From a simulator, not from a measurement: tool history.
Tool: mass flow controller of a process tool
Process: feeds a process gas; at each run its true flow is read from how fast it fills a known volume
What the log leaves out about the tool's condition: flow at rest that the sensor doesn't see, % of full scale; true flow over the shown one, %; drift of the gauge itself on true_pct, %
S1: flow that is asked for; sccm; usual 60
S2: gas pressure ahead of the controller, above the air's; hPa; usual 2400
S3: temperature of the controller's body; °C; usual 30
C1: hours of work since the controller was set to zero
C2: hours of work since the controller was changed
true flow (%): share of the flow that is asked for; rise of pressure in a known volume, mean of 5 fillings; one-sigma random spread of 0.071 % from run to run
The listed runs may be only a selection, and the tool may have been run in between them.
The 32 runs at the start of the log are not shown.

run 33 day=108.254 | S1=65 S2=2040 S3=37 | C1=2347 C2=2347 | true_flow_(%)=99.61
run 34 day=112.338 | S1=53 S2=2400 S3=30 | C1=2402 C2=2402 | true_flow_(%)=100.12
run 35 day=116.383 | S1=69 S2=1870 S3=30 | C1=2457 C2=2457 | true_flow_(%)=100.16
run 36 day=119.133 | S1=17 S2=2520 S3=30 | C1=2495 C2=2495 | true_flow_(%)=99.32
run 37 day=123.242 | S1=25 S2=2080 S3=30 | C1=2551 C2=2551 | true_flow_(%)=99.45
run 38 day=127.996 | S1=60 S2=1950 S3=21 | C1=2616 C2=2616 | true_flow_(%)=100.6
run 39 day=130.292 | S1=53 S2=2240 S3=26 | C1=2647 C2=2647 | true_flow_(%)=100.4
run 40 day=132.521 | S1=62 S2=2400 S3=30 | C1=2677 C2=2677 | true_flow_(%)=100.27
run 41 day=136.412 | S1=18 S2=2400 S3=30 | C1=2730 C2=2730 | true_flow_(%)=99.24

Run 42 comes next. What will it give?
run 42 day=139.658 | S1=18 S2=1410 S3=29 | C1=2775 C2=2775 | true_flow_(%)=?

{"run 42": {"true flow (%)": 98.92}}
Minus the tool's unlogged condition, the same run would have read true flow (%) 98.96.
